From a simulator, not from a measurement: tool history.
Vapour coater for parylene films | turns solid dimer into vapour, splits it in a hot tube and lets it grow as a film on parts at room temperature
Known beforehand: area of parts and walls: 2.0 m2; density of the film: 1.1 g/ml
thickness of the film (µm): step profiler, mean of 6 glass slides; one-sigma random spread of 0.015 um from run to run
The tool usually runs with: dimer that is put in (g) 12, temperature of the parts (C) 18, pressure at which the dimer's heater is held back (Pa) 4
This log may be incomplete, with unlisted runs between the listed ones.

run,hour,dimer that is put in (g),temperature of the parts (C),pressure at which the dimer's heater is held back (Pa),thickness of the film (µm)
1,0,12,18,4,4.15
2,10.1,12,18,4,4.17
3,18.4,12,18,4,4.18
4,34,12,18,4,4.18
5,48.5,12,18,4,4.14
6,61.3,12,18,4,4.13
7,69.2,12,18,4,4.14
8,85.5,12,18,4,4.13
9,94.7,21,18,4,7.15
10,107.2,5,18,4,1.74
11,114,5,18,4,1.7
12,120.6,5,18,4,1.74
13,128.3,8,18,4,2.74
14,139.5,16,28,10.58,3.02
15,149.4,14,14,10.54,5.11
16,161.9,6,16,11.97,1.95
17,173.8,7,21,4,2.09
18,185.6,7,21,4,2.09
19,201.4,7,21,4,2.08
20,209,14,12,6.1,6.01
21,223,13,12,3.36,5.58
22,234.1,12,12,3.74,5.13
23,247.2,12,15,3.74,4.75
24,256.6,14,15,3.74,5.59
25,265.7,20,27,4,4.51

What if the next run were any one of these 3? Each begins from the tool's condition after run 25:
A,276.7,7,18,11.02,?
B,276.7,10,24,5.75,?
C,276.7,20,18,4,?

run,thickness of the film (µm)
A,2.08
B,2.45
C,6.81
What these runs would have given with no unlogged condition in the tool:
run,thickness of the film (µm)
A,2.16
B,2.54
C,7.05
